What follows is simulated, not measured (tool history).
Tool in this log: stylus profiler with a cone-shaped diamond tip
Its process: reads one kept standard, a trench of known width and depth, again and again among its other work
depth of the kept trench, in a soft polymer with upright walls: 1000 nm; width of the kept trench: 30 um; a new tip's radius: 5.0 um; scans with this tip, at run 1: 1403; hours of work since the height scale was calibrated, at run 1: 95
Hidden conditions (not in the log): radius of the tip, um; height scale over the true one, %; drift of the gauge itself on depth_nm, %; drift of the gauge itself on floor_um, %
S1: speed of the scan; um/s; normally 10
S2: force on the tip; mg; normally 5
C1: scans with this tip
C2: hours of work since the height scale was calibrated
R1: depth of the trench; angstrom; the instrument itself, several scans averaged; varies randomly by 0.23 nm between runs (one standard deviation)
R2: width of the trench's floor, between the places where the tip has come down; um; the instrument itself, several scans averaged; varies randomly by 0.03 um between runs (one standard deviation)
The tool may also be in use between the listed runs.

{"run": 1, "day": 0.0, "S1": 10, "S2": 5, "C1": 1403, "C2": 95, "R1": 10224.6, "R2": 23.53}
{"run": 2, "day": 2.638, "S1": 10, "S2": 5, "C1": 2018, "C2": 137, "R1": 10212.7, "R2": 23.33}
{"run": 3, "day": 6.225, "S1": 10, "S2": 5, "C1": 2855, "C2": 194, "R1": 10216.8, "R2": 23.03}
{"run": 4, "day": 9.954, "S1": 10, "S2": 5, "C1": 3724, "C2": 253, "R1": 10213, "R2": 22.76}
{"run": 5, "day": 13.183, "S1": 9, "S2": 5, "C1": 4478, "C2": 305, "R1": 10211.9, "R2": 22.52}
{"run": 6, "day": 16.717, "S1": 9, "S2": 5, "C1": 5302, "C2": 361, "R1": 10214.1, "R2": 22.29}
{"run": 7, "day": 19.917, "S1": 9, "S2": 5, "C1": 6049, "C2": 411, "R1": 10208.7, "R2": 22.07}
{"run": 8, "day": 23.196, "S1": 9, "S2": 5, "C1": 6813, "C2": 463, "R1": 10207, "R2": 21.87}
{"run": 9, "day": 27.512, "S1": 9, "S2": 5, "C1": 7821, "C2": 532, "R1": 10203.7, "R2": 21.53}
{"run": 10, "day": 29.942, "S1": 10, "S2": 7.69, "C1": 8387, "C2": 570, "R1": 10277.4, "R2": 21.37}
{"run": 11, "day": 33.583, "S1": 10, "S2": 7.69, "C1": 9237, "C2": 628, "R1": 10273.5, "R2": 21.23}
{"run": 12, "day": 37.208, "S1": 10, "S2": 7.69, "C1": 10082, "C2": 686, "R1": 10272.6, "R2": 21.01}
{"run": 13, "day": 40.408, "S1": 10, "S2": 7.69, "C1": 10829, "C2": 736, "R1": 10273, "R2": 20.8}
{"day": 40.771, "done": "height scale calibrated on a step standard"}
{"run": 14, "day": 42.896, "S1": 10, "S2": 7.69, "C1": 11404, "C2": 34, "R1": 10261.3, "R2": 20.63}
{"run": 15, "day": 46.662, "S1": 10, "S2": 5, "C1": 12282, "C2": 93, "R1": 10182.5, "R2": 20.49}
{"run": 16, "day": 49.696, "S1": 10, "S2": 5, "C1": 12990, "C2": 142, "R1": 10180.5, "R2": 20.3}
{"run": 17, "day": 54.608, "S1": 10, "S2": 1.72, "C1": 14136, "C2": 220, "R1": 10060.9, "R2": 19.99}
{"day": 55.638, "done": "height scale calibrated on a step standard, once more"}
{"day": 56.333, "done": "new tip fitted, height scale calibrated"}
{"run": 18, "day": 57.308, "S1": 10, "S2": 12.08, "C1": 227, "C2": 15, "R1": 10411.3, "R2": 23.82}
{"run": 19, "day": 59.933, "S1": 10, "S2": 12.08, "C1": 839, "C2": 57, "R1": 10404.4, "R2": 23.6}
{"run": 20, "day": 63.454, "S1": 10, "S2": 12.08, "C1": 1660, "C2": 113, "R1": 10403.8, "R2": 23.35}
{"run": 21, "day": 67.596, "S1": 10, "S2": 12.08, "C1": 2626, "C2": 179, "R1": 10407.6, "R2": 22.94}
{"run": 22, "day": 70.596, "S1": 10, "S2": 3.04, "C1": 3326, "C2": 226, "R1": 10155.4, "R2": 22.74}
{"run": 23, "day": 74.8, "S1": 10, "S2": 5, "C1": 4307, "C2": 293, "R1": 10216, "R2": 22.5}
{"run": 24, "day": 78.05, "S1": 10, "S2": 8.35, "C1": 5065, "C2": 345, "R1": 10303.7, "R2": 22.17}
{"run": 25, "day": 80.738, "S1": 10, "S2": 8.35, "C1": 5692, "C2": 387, "R1": 10305, "R2": 22.08}
{"run": 26, "day": 83.979, "S1": 17, "S2": 6.56, "C1": 6448, "C2": 439, "R1": 10258.7, "R2": 21.81}
{"run": 27, "day": 87.4, "S1": 25, "S2": 2.72, "C1": 7246, "C2": 493, "R1": 10129.1, "R2": 21.47}
{"run": 28, "day": 92.138, "S1": 19, "S2": 4.9, "C1": 8351, "C2": 568, "R1": 10203.4, "R2": 21.26}
{"run": 29, "day": 94.95, "S1": 37, "S2": 10.68, "C1": 9007, "C2": 613, "R1": 10350, "R2": 21.05}
{"run": 30, "day": 98.108, "S1": 10, "S2": 6.5, "C1": 9744, "C2": 663, "R1": 10249.1, "R2": 20.97}
{"run": 31, "day": 100.096, "S1": 10, "S2": 6.5, "C1": 10207, "C2": 694, "R1": 10244.7, "R2": 20.82}
{"run": 32, "day": 104.996, "S1": 16, "S2": 12.64, "C1": 11351, "C2": 772, "R1": 10390.5, "R2": 20.55}
{"run": 33, "day": 107.183, "S1": 3, "S2": 2.08, "C1": 11860, "C2": 807, "R1": 10094, "R2": 20.44}
{"run": 34, "day": 112.029, "S1": 3, "S2": 2.08, "C1": 12991, "C2": 884, "R1": 10087.5, "R2": 20.17}
{"run": 35, "day": 115.9, "S1": 3, "S2": 2.08, "C1": 13894, "C2": 945, "R1": 10089.9, "R2": 19.98}
{"day": 118.742, "done": "new tip fitted, height scale calibrated"}
{"run": 36, "day": 120.288, "S1": 3, "S2": 9.27, "C1": 361, "C2": 25, "R1": 10341.1, "R2": 23.98}
{"run": 37, "day": 122.3, "S1": 12, "S2": 7.61, "C1": 830, "C2": 56, "R1": 10300.7, "R2": 23.77}
{"run": 38, "day": 126.325, "S1": 20, "S2": 7.61, "C1": 1769, "C2": 120, "R1": 10296.2, "R2": 23.4}
{"run": 39, "day": 130.712, "S1": 7, "S2": 7.87, "C1": 2793, "C2": 190, "R1": 10297.5, "R2": 23.12}
{"run": 40, "day": 133.125, "S1": 35, "S2": 1.79, "C1": 3356, "C2": 228, "R1": 10106.5, "R2": 22.73}
{"run": 41, "day": 136.842, "S1": 4, "S2": 1.79, "C1": 4222, "C2": 287, "R1": 10105.9, "R2": 22.69}
{"run": 42, "day": 140.492, "S1": 5, "S2": 8.85, "C1": 5074, "C2": 345, "R1": 10320.9, "R2": 22.43}
{"run": 43, "day": 143.683, "S1": 11, "S2": 14.66, "C1": 5818, "C2": 396, "R1": 10449.1, "R2": 22.14}
{"run": 44, "day": 147.667, "S1": 11, "S2": 14.66, "C1": 6748, "C2": 459, "R1": 10454.1, "R2": 21.95}
{"run": 45, "day": 151.121, "S1": 11, "S2": 14.66, "C1": 7553, "C2": 514, "R1": 10448.5, "R2": 21.74}
{"run": 46, "day": 153.217, "S1": 11, "S2": 14.66, "C1": 8042, "C2": 547, "R1": 10447.5, "R2": 21.57}
{"run": 47, "day": 157.4, "S1": 19, "S2": 4.44, "C1": 9019, "C2": 613, "R1": 10186.9, "R2": 21.23}

Pick out some run-to-run changes in R1. Of each, how much would a tool without hidden state show as well, from the settings, what came in and chance, and how much is left for the hidden state and any gauge scatter not in both results compared?
Run 13 -> 14: height scale calibrated on a step standard. R1 -11.7 angstrom: hidden state -10.7, all else -1.
Run 17 -> 18: S2 1.72 -> 12.08, height scale calibrated on a step standard, once more, new tip fitted, height scale calibrated. R1 +350.4 angstrom: hidden state +47.2, all else +303.2.
Run 32 -> 33: S1 16 -> 3, S2 12.64 -> 2.08. R1 -296.5 angstrom: hidden state -0.5, all else -296.
Run 35 -> 36: S2 2.08 -> 9.27, new tip fitted, height scale calibrated. R1 +251.2 angstrom: hidden state +38.7, all else +212.5.
Run 46 -> 47: S1 11 -> 19, S2 14.66 -> 4.44. R1 -260.6 angstrom: hidden state -2, all else -258.6.
